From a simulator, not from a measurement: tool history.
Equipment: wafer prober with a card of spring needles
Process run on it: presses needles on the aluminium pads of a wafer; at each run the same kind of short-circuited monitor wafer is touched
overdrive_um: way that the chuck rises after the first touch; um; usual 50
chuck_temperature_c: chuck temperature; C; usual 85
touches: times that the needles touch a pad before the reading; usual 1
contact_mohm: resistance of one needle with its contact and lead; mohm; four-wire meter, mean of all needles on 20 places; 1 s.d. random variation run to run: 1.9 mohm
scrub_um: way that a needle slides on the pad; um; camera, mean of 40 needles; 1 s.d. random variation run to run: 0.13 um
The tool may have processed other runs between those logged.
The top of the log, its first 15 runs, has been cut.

{"hour": 122.2, "done": "tips cleaned on abrasive film"}
{"hour": 128.6, "done": "tips cleaned on abrasive film"}
{"run": 16, "hour": 129.4, "overdrive_um": 39, "chuck_temperature_c": 85, "touches": 1, "contact_mohm": 243, "scrub_um": 6.52}
{"hour": 135.6, "done": "tips cleaned on abrasive film"}
{"run": 17, "hour": 137.9, "overdrive_um": 35, "chuck_temperature_c": 56, "touches": 1, "contact_mohm": 289, "scrub_um": 5.76}
{"hour": 142.6, "done": "tips cleaned on abrasive film"}
{"hour": 149.2, "done": "tips cleaned on abrasive film"}
{"run": 18, "hour": 149.4, "overdrive_um": 41, "chuck_temperature_c": 48, "touches": 2, "contact_mohm": 214, "scrub_um": 6.64}
{"hour": 155.9, "done": "tips cleaned on abrasive film"}
{"run": 19, "hour": 157.9, "overdrive_um": 41, "chuck_temperature_c": 48, "touches": 2, "contact_mohm": 233, "scrub_um": 6.75}
{"hour": 162.5, "done": "tips cleaned on abrasive film"}
{"run": 20, "hour": 166.6, "overdrive_um": 50, "chuck_temperature_c": 61, "touches": 2, "contact_mohm": 232, "scrub_um": 8.45}
{"hour": 169.5, "done": "tips cleaned on abrasive film"}
{"hour": 176.1, "done": "tips cleaned on abrasive film"}
{"run": 21, "hour": 178.1, "overdrive_um": 43, "chuck_temperature_c": 29, "touches": 1, "contact_mohm": 239, "scrub_um": 7.29}
{"hour": 182.6, "done": "tips cleaned on abrasive film"}
{"run": 22, "hour": 185.5, "overdrive_um": 43, "chuck_temperature_c": 29, "touches": 1, "contact_mohm": 252, "scrub_um": 7.28}
{"hour": 189.5, "done": "tips cleaned on abrasive film"}
{"hour": 195.9, "done": "tips cleaned on abrasive film"}
{"run": 23, "hour": 195.9, "overdrive_um": 50, "chuck_temperature_c": 93, "touches": 1, "contact_mohm": 217, "scrub_um": 8.64}
{"hour": 202.3, "done": "tips cleaned on abrasive film"}
{"run": 24, "hour": 205.0, "overdrive_um": 50, "chuck_temperature_c": 93, "touches": 1, "contact_mohm": 241, "scrub_um": 8.43}
{"hour": 209.0, "done": "tips cleaned on abrasive film"}
{"run": 25, "hour": 215.0, "overdrive_um": 50, "chuck_temperature_c": 93, "touches": 1, "contact_mohm": 269, "scrub_um": 8.46}
{"hour": 216.1, "done": "tips cleaned on abrasive film"}
{"run": 26, "hour": 219.9, "overdrive_um": 39, "chuck_temperature_c": 55, "touches": 2, "contact_mohm": 261, "scrub_um": 6.18}
{"hour": 223.3, "done": "tips cleaned on abrasive film"}
{"hour": 229.9, "done": "tips cleaned on abrasive film"}
{"run": 27, "hour": 230.8, "overdrive_um": 39, "chuck_temperature_c": 55, "touches": 2, "contact_mohm": 232, "scrub_um": 6.29}
{"hour": 237.2, "done": "tips cleaned on abrasive film"}
{"run": 28, "hour": 241.7, "overdrive_um": 39, "chuck_temperature_c": 55, "touches": 2, "contact_mohm": 279, "scrub_um": 6.29}
{"hour": 243.8, "done": "tips cleaned on abrasive film"}
{"run": 29, "hour": 248.2, "overdrive_um": 39, "chuck_temperature_c": 55, "touches": 2, "contact_mohm": 272, "scrub_um": 6.09}
{"hour": 250.6, "done": "tips cleaned on abrasive film"}
{"run": 30, "hour": 254.1, "overdrive_um": 50, "chuck_temperature_c": 76, "touches": 1, "contact_mohm": 251, "scrub_um": 8.42}
{"hour": 257.0, "done": "tips cleaned on abrasive film"}
{"run": 31, "hour": 261.4, "overdrive_um": 32, "chuck_temperature_c": 91, "touches": 1, "contact_mohm": 390, "scrub_um": 4.54}
{"hour": 264.4, "done": "tips cleaned on abrasive film"}
{"hour": 264.7, "done": "height of the first contact set anew"}
{"run": 32, "hour": 268.1, "overdrive_um": 33, "chuck_temperature_c": 31, "touches": 1, "contact_mohm": 270, "scrub_um": 7.11}

Alternative continuations, all from the tool just after run 32; predict every row:
{"hour": 271.5, "done": "tips cleaned on abrasive film"}
{"hour": 277.9, "done": "tips cleaned on abrasive film"}
{"run": "A", "hour": 277.9, "overdrive_um": 33, "chuck_temperature_c": 84, "touches": 1, "contact_mohm": "?", "scrub_um": "?"}
{"hour": 271.5, "done": "tips cleaned on abrasive film"}
{"hour": 277.9, "done": "tips cleaned on abrasive film"}
{"run": "B", "hour": 277.9, "overdrive_um": 50, "chuck_temperature_c": 49, "touches": 1, "contact_mohm": "?", "scrub_um": "?"}
{"hour": 271.5, "done": "tips cleaned on abrasive film"}
{"hour": 277.9, "done": "tips cleaned on abrasive film"}
{"run": "C", "hour": 277.9, "overdrive_um": 55, "chuck_temperature_c": 61, "touches": 2, "contact_mohm": "?", "scrub_um": "?"}

run=A contact_mohm=227 scrub_um=6.90
run=B contact_mohm=208 scrub_um=10.17
run=C contact_mohm=202 scrub_um=11.47
Had the tool no hidden state, the same runs would have come out as:
run=A contact_mohm=214 scrub_um=6.93
run=B contact_mohm=201 scrub_um=10.20
run=C contact_mohm=197 scrub_um=11.50

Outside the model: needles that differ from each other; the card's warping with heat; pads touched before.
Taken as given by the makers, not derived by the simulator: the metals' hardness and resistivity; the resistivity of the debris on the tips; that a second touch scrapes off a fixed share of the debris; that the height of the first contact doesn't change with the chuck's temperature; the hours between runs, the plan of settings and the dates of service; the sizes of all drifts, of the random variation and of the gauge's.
